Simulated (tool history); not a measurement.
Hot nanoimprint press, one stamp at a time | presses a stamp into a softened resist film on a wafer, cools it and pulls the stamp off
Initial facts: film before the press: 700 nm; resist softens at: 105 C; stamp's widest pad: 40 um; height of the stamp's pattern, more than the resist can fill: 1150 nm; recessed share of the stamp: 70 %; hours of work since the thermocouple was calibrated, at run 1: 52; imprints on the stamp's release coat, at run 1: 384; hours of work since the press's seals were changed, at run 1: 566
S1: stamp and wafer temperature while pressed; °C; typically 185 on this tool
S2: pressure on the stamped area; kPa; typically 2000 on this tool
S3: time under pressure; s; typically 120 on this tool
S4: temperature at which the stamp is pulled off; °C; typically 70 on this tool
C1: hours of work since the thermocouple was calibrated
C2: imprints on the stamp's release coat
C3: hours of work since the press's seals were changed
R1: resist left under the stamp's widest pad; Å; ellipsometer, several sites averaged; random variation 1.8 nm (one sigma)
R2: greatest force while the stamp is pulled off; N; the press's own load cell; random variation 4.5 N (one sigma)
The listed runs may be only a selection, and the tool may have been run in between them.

Run 1, hour 0: usual settings; C1 52; C2 384; C3 566. Result: R1 3671 Å, R2 239 N.
Run 2, hour 21.3: usual settings but S4 57 °C; C1 65; C2 455; C3 580. Result: R1 3703 Å, R2 353 N.
Run 3, hour 37.7: usual settings but S2 1580 kPa; C1 76; C2 511; C3 590. Result: R1 4089 Å, R2 270 N.
Run 4, hour 57.6: usual settings but S2 1580 kPa; C1 88; C2 577; C3 603. Result: R1 4132 Å, R2 266 N.
Run 5, hour 73.4: usual settings; C1 98; C2 631; C3 613. Result: R1 3724 Å, R2 267 N.
Run 6, hour 88.9: usual settings; C1 108; C2 683; C3 622. Result: R1 3702 Å, R2 259 N.
Run 7, hour 110: usual settings; C1 121; C2 754; C3 636. Result: R1 3709 Å, R2 283 N.
Run 8, hour 129.8: usual settings but S4 75 °C; C1 134; C2 820; C3 648. Result: R1 3698 Å, R2 246 N.
Run 9, hour 145.5: usual settings but S4 75 °C; C1 143; C2 873; C3 658. Result: R1 3719 Å, R2 244 N.
At hour 153.1: stamp cleaned and given a new release coat.
Run 10, hour 172.5: usual settings but S4 75 °C; C1 157; C2 65; C3 671. Result: R1 3695 Å, R2 188 N.
Run 11, hour 186.3: usual settings but S4 75 °C; C1 165; C2 111; C3 680. Result: R1 3708 Å, R2 193 N.
Run 12, hour 201.7: usual settings but S4 75 °C; C1 175; C2 163; C3 690. Result: R1 3721 Å, R2 191 N.
Run 13, hour 223.1: usual settings but S4 75 °C; C1 189; C2 235; C3 703. Result: R1 3756 Å, R2 204 N.
At hour 227.5: plate thermocouple calibrated.
Run 14, hour 244.3: usual settings but S4 75 °C; C1 11; C2 296; C3 715. Result: R1 3727 Å, R2 197 N.
Run 15, hour 258.8: usual settings; C1 20; C2 345; C3 724. Result: R1 3754 Å, R2 242 N.
Run 16, hour 276.2: usual settings but S3 80 s; C1 31; C2 404; C3 735. Result: R1 4266 Å, R2 253 N.
Run 17, hour 286.2: usual settings but S1 182 °C, S3 80 s; C1 37; C2 437; C3 741. Result: R1 4579 Å, R2 257 N.
At hour 298: plate thermocouple calibrated, once more.
Run 18, hour 310.1: usual settings but S1 196 °C; C1 8; C2 508; C3 754. Result: R1 2709 Å, R2 264 N.
Run 19, hour 324.4: usual settings but S2 2180 kPa, S4 72 °C; C1 17; C2 556; C3 763. Result: R1 3544 Å, R2 243 N.
Run 20, hour 334.7: usual settings but S2 2180 kPa, S4 72 °C; C1 23; C2 590; C3 770. Result: R1 3573 Å, R2 250 N.
Run 21, hour 353.4: usual settings but S1 175 °C; C1 35; C2 653; C3 782. Result: R1 4753 Å, R2 259 N.
Run 22, hour 370.8: usual settings but S1 175 °C; C1 46; C2 712; C3 793. Result: R1 4763 Å, R2 273 N.
Run 23, hour 390.3: usual settings but S1 175 °C, S2 2500 kPa, S4 62 °C; C1 58; C2 777; C3 805. Result: R1 4437 Å, R2 349 N.
Run 24, hour 412.1: usual settings but S4 74 °C; C1 72; C2 851; C3 819. Result: R1 3699 Å, R2 251 N.
At hour 425.3: stamp cleaned and given a new release coat.
Run 25, hour 438: usual settings but S2 1330 kPa, S3 133 s, S4 60 °C; C1 84; C2 43; C3 831. Result: R1 4197 Å, R2 283 N.
Run 26, hour 460.3: usual settings but S1 188 °C, S2 1330 kPa, S3 155 s, S4 68 °C; C1 98; C2 118; C3 845. Result: R1 3706 Å, R2 233 N.
Run 27, hour 472.3: usual settings but S1 175 °C; C1 106; C2 158; C3 853. Result: R1 4784 Å, R2 231 N.
Run 28, hour 487.4: usual settings but S1 180 °C, S3 143 s; C1 116; C2 209; C3 862. Result: R1 4033 Å, R2 230 N.
Run 29, hour 496.7: usual settings but S1 190 °C, S4 73 °C; C1 121; C2 240; C3 868. Result: R1 3230 Å, R2 221 N.
Run 30, hour 511.5: usual settings but S1 190 °C, S2 2260 kPa, S3 136 s, S4 73 °C; C1 131; C2 290; C3 877. Result: R1 2882 Å, R2 222 N.

Measured result minus the same run's result without the hidden state. Both carry the same run-to-run variation, though not necessarily the same gauge scatter:
Hidden conditions of the tool in this case: true temperature over the reading, C; pressure that arrives at the usual setting, %; grip of the stamp's worn release coat, % over a new coat's; drift of the gauge itself on residual_nm, %; drift of the gauge itself on pull_off_n, %.
run   R1   R2
  1  +12  +27
  2  +16  +48
  3  +14  +41
  4  +17  +44
  5  +24  +48
  6  +27  +50
  7  +30  +59
  8  +33  +56
  9  +36  +58
 10  +38   +5
 11  +40   +8
 12  +43  +11
 13  +47  +17
 14  +56  +20
 15  +58  +28
 16  +62  +33
 17  +65  +36
 18   -1  +37
 19   -1  +38
 20   +1  +41
 21   -3  +46
 22   +0  +53
 23  +12  +73
 24  +10  +56
 25   +4   +3
 26   +7   +8
 27  +18  +11
 28  +21  +15
 29  +22  +16
 30  +27  +20
